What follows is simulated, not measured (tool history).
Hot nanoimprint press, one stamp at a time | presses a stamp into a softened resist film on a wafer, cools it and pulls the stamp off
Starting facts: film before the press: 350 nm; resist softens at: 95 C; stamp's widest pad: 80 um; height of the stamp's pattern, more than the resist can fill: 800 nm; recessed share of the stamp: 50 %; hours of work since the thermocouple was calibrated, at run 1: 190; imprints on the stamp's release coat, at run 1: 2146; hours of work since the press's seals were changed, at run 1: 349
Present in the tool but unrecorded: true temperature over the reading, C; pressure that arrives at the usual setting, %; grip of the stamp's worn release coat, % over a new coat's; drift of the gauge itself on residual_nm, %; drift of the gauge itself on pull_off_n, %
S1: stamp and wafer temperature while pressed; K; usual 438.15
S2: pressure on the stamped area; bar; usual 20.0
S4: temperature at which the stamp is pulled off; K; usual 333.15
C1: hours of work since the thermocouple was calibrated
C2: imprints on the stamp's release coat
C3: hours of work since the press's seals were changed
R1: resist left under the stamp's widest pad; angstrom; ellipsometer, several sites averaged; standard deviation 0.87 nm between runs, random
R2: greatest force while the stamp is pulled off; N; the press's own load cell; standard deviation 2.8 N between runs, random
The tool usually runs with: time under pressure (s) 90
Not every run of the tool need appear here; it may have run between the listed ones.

Run 1, hour 0.0: usual settings; C1 190; C2 2146; C3 349. Result: R1 1451 angstrom, R2 192 N.
Run 2, hour 28.2: usual settings; C1 204; C2 2208; C3 364. Result: R1 1463 angstrom, R2 191 N.
At hour 49.9: stamp cleaned and given a new release coat.
Run 3, hour 61.4: usual settings but S2 31.3 bar; C1 218; C2 25; C3 378. Result: R1 1128 angstrom, R2 129 N.
Run 4, hour 90.5: usual settings but S2 31.3 bar; C1 233; C2 89; C3 392. Result: R1 1139 angstrom, R2 137 N.
Run 5, hour 116.1: usual settings but time under pressure (s) 113; C1 246; C2 145; C3 406. Result: R1 1329 angstrom, R2 133 N.
Run 6, hour 145.2: usual settings; C1 261; C2 209; C3 421. Result: R1 1454 angstrom, R2 135 N.
Run 7, hour 165.0: usual settings but S4 327.15 K; C1 271; C2 253; C3 431. Result: R1 1479 angstrom, R2 146 N.
Run 8, hour 195.1: usual settings; C1 286; C2 319; C3 446. Result: R1 1482 angstrom, R2 147 N.
Run 9, hour 227.4: usual settings; C1 303; C2 390; C3 463. Result: R1 1488 angstrom, R2 142 N.
Run 10, hour 245.9: usual settings; C1 312; C2 431; C3 472. Result: R1 1477 angstrom, R2 142 N.
Run 11, hour 270.5: usual settings; C1 325; C2 485; C3 485. Result: R1 1481 angstrom, R2 143 N.
At hour 297.1: plate thermocouple calibrated.
Run 12, hour 310.2: usual settings; C1 7; C2 565; C3 503. Result: R1 1417 angstrom, R2 142 N.
Run 13, hour 348.7: usual settings; C1 26; C2 650; C3 523. Result: R1 1410 angstrom, R2 147 N.
Run 14, hour 386.6: usual settings; C1 46; C2 733; C3 543. Result: R1 1417 angstrom, R2 147 N.
Run 15, hour 412.5: usual settings but S2 20.7 bar; C1 59; C2 790; C3 556. Result: R1 1393 angstrom, R2 150 N.
Run 16, hour 431.0: usual settings but S1 441.15 K, S2 20.7 bar, S4 340.15 K; C1 69; C2 831; C3 565. Result: R1 1267 angstrom, R2 137 N.
Run 17, hour 476.0: usual settings but S1 441.15 K, S2 20.7 bar, S4 340.15 K; C1 92; C2 930; C3 588. Result: R1 1259 angstrom, R2 142 N.
Run 18, hour 501.4: usual settings but S1 441.15 K, S2 20.7 bar, S4 340.15 K; C1 105; C2 986; C3 601. Result: R1 1255 angstrom, R2 145 N.
Run 19, hour 531.4: usual settings but S1 430.15 K, S2 14.9 bar, time under pressure (s) 80, S4 340.15 K; C1 120; C2 1052; C3 617. Result: R1 2343 angstrom, R2 143 N.
Run 20, hour 552.3: usual settings but S1 435.15 K, S4 318.15 K; C1 131; C2 1097; C3 627. Result: R1 1628 angstrom, R2 191 N.
Run 21, hour 597.3: usual settings but S1 442.15 K, time under pressure (s) 97, S4 320.15 K; C1 154; C2 1196; C3 650. Result: R1 1216 angstrom, R2 191 N.
Run 22, hour 636.4: usual settings but S1 442.15 K, time under pressure (s) 97, S4 320.15 K; C1 174; C2 1282; C3 671. Result: R1 1221 angstrom, R2 195 N.
Run 23, hour 666.6: usual settings but time under pressure (s) 145, S4 323.15 K; C1 189; C2 1349; C3 686. Result: R1 1239 angstrom, R2 186 N.
Run 24, hour 704.9: usual settings but S1 443.15 K, S2 30.8 bar, time under pressure (s) 60; C1 209; C2 1433; C3 706. Result: R1 1098 angstrom, R2 173 N.
Run 25, hour 731.6: usual settings but S1 431.15 K, time under pressure (s) 68, S4 332.15 K; C1 223; C2 1491; C3 719. Result: R1 2119 angstrom, R2 174 N.
Run 26, hour 750.3: usual settings but S1 431.15 K, time under pressure (s) 68, S4 332.15 K; C1 232; C2 1533; C3 729. Result: R1 2108 angstrom, R2 173 N.
Run 27, hour 772.7: usual settings but S1 432.15 K, S2 19.7 bar, time under pressure (s) 57, S4 332.15 K; C1 244; C2 1582; C3 740. Result: R1 2148 angstrom, R2 168 N.
Run 28, hour 801.1: usual settings but S1 432.15 K, S2 19.7 bar, time under pressure (s) 57, S4 332.15 K; C1 258; C2 1644; C3 755. Result: R1 2157 angstrom, R2 175 N.
Run 29, hour 819.6: usual settings but S1 446.15 K, S2 28.5 bar, time under pressure (s) 57, S4 332.15 K; C1 268; C2 1685; C3 764. Result: R1 1069 angstrom, R2 183 N.
Run 30, hour 838.0: usual settings but S1 448.15 K, S2 28.5 bar, time under pressure (s) 136, S4 332.15 K; C1 277; C2 1725; C3 774. Result: R1 717 angstrom, R2 184 N.

Branching from run 30: 4 alternative next runs. What would each branch give?
Run A, hour 872.4: usual settings but S1 448.15 K, S2 28.5 bar, time under pressure (s) 46, S4 332.15 K; C1 295; C2 1801; C3 791. Result: R1 ?, R2 ?.
Run B, hour 872.4: usual settings but S1 430.15 K, S2 16.8 bar, time under pressure (s) 50; C1 295; C2 1801; C3 791. Result: R1 ?, R2 ?.
Run C, hour 872.4: usual settings but S2 14.5 bar, S4 332.15 K; C1 295; C2 1801; C3 791. Result: R1 ?, R2 ?.
Run D, hour 872.4: usual settings but S2 16.3 bar, time under pressure (s) 45; C1 295; C2 1801; C3 791. Result: R1 ?, R2 ?.

run    R1   R2
  A  1073  186
  B  2537  185
  C  1780  189
  D  2063  183
Take away the tool's hidden state, keep each run's random variation, and the runs would have read:
run    R1   R2
  A   974  134
  B  2392  133
  C  1655  136
  D  1924  132

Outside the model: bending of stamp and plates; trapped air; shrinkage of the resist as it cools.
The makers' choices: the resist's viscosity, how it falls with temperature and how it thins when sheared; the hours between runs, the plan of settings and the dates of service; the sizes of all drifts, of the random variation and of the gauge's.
